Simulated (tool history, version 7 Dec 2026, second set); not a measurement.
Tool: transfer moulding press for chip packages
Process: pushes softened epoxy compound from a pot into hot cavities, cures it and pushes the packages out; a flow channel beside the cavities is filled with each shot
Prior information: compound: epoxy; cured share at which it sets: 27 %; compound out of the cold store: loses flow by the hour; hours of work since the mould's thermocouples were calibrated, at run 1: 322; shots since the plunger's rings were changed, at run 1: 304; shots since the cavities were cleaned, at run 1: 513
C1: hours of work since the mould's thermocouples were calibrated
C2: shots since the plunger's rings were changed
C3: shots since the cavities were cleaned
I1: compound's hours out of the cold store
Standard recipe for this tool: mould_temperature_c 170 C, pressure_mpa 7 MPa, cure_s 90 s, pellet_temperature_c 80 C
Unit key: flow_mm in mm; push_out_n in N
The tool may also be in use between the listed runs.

Run 1, day 0: usual settings; C1 322; C2 304; C3 513; I1 11.5. Result: flow_mm 805 mm, push_out_n 389 N.
At day 1.438: cavities cleaned with cleaning compound and waxed.
Run 2, day 1.692: usual settings; C1 346; C2 747; C3 69; I1 35. Result: flow_mm 709 mm, push_out_n 453 N.
Run 3, day 2.804: usual settings but pressure_mpa 7.76 MPa; C1 361; C2 1050; C3 372; I1 37. Result: flow_mm 731 mm, push_out_n 471 N.
At day 4.675: cavities cleaned with cleaning compound and waxed.
Run 4, day 4.929: usual settings but pressure_mpa 8.39 MPa; C1 391; C2 1611; C3 69; I1 28.9. Result: flow_mm 785 mm, push_out_n 269 N.
Run 5, day 6.567: usual settings; C1 414; C2 2055; C3 513; I1 32.8. Result: flow_mm 711 mm, push_out_n 376 N.
At day 7.842: cavities cleaned with cleaning compound and waxed.
Run 6, day 8.233: usual settings; C1 437; C2 2491; C3 106; I1 18.2. Result: flow_mm 734 mm, push_out_n 294 N.
At day 9.896: cavities cleaned with cleaning compound and waxed, once more.
Run 7, day 10.912: usual settings; C1 474; C2 3202; C3 275; I1 24.5. Result: flow_mm 714 mm, push_out_n 342 N.
Run 8, day 12.025: usual settings; C1 490; C2 3505; C3 578; I1 39.5. Result: flow_mm 656 mm, push_out_n 393 N.
At day 13.075: cavities cleaned with cleaning compound and waxed.
Run 9, day 13.167: usual settings; C1 505; C2 3798; C3 25; I1 28.7. Result: flow_mm 683 mm, push_out_n 246 N.
Run 10, day 14.879: usual settings; C1 529; C2 4264; C3 491; I1 14.3. Result: flow_mm 722 mm, push_out_n 388 N.
At day 16.279: cavities cleaned with cleaning compound and waxed.
Run 11, day 16.921: usual settings but pressure_mpa 5.26 MPa; C1 558; C2 4801; C3 174; I1 30.6. Result: flow_mm 577 mm, push_out_n 307 N.
At day 19.55: cavities cleaned with cleaning compound and waxed.
Run 12, day 19.55: usual settings but pressure_mpa 5.26 MPa; C1 594; C2 5500; C3 0; I1 33.2. Result: flow_mm 565 mm, push_out_n 237 N.
Run 13, day 21.725: usual settings but pressure_mpa 5.26 MPa; C1 625; C2 6091; C3 591; I1 25.3. Result: flow_mm 572 mm, push_out_n 388 N.
At day 22.404: plunger's sealing rings changed.
At day 22.925: cavities cleaned with cleaning compound and waxed.
Run 14, day 24.067: usual settings; C1 656; C2 435; C3 310; I1 40.3. Result: flow_mm 704 mm, push_out_n 345 N.
At day 25.442: mould's thermocouples calibrated.
At day 26.183: cavities cleaned with cleaning compound and waxed.
Run 15, day 26.742: usual settings; C1 18; C2 1122; C3 151; I1 10.4. Result: flow_mm 794 mm, push_out_n 320 N.
Run 16, day 27.817: usual settings but mould_temperature_c 163 C, pressure_mpa 6.26 MPa, cure_s 94 s, pellet_temperature_c 84 C; C1 33; C2 1415; C3 444; I1 42.9. Result: flow_mm 670 mm, push_out_n 533 N.
At day 29.333: cavities cleaned with cleaning compound and waxed.
Run 17, day 29.871: usual settings but mould_temperature_c 166 C, pressure_mpa 6.48 MPa, cure_s 97 s, pellet_temperature_c 75 C; C1 61; C2 1957; C3 147; I1 44.1. Result: flow_mm 661 mm, push_out_n 319 N.
Run 18, day 32.162: usual settings but mould_temperature_c 178 C, pressure_mpa 7.64 MPa, cure_s 97 s, pellet_temperature_c 86 C; C1 94; C2 2579; C3 769; I1 18.3. Result: flow_mm 736 mm, push_out_n 365 N.
At day 32.617: cavities cleaned with cleaning compound and waxed.
Run 19, day 33.771: usual settings but mould_temperature_c 173 C, pressure_mpa 5.75 MPa, cure_s 97 s, pellet_temperature_c 71 C; C1 116; C2 2999; C3 313; I1 42.5. Result: flow_mm 583 mm, push_out_n 310 N.
At day 35.817: cavities cleaned with cleaning compound and waxed.
Run 20, day 35.817: usual settings but mould_temperature_c 166 C, cure_s 87 s, pellet_temperature_c 72 C; C1 144; C2 3539; C3 0; I1 40.3. Result: flow_mm 673 mm, push_out_n 327 N.
Run 21, day 38.246: usual settings but mould_temperature_c 175 C, pressure_mpa 6.47 MPa, cure_s 99 s, pellet_temperature_c 78 C; C1 178; C2 4199; C3 660; I1 46.8. Result: flow_mm 586 mm, push_out_n 361 N.
At day 39.1: cavities cleaned with cleaning compound and waxed.
Run 22, day 40.846: usual settings but mould_temperature_c 175 C, pressure_mpa 6.47 MPa, cure_s 99 s, pellet_temperature_c 78 C; C1 214; C2 4889; C3 475; I1 25.8. Result: flow_mm 639 mm, push_out_n 347 N.
At day 42.412: cavities cleaned with cleaning compound and waxed.
Run 23, day 42.879: usual settings but mould_temperature_c 173 C, pressure_mpa 6.47 MPa, cure_s 89 s, pellet_temperature_c 78 C; C1 243; C2 5425; C3 127; I1 29.4. Result: flow_mm 634 mm, push_out_n 261 N.

Run 24, settings as shown, results not yet in. Your forecast:
Run 24, day 44.379: usual settings but mould_temperature_c 171 C, cure_s 123 s; C1 264; C2 5832; C3 534; I1 30.2. Result: flow_mm ?, push_out_n ?.

flow_mm: 653 mm
push_out_n: 338 N
With no hidden state in the tool, this same run would have given flow_mm 739 mm, push_out_n 207 N.
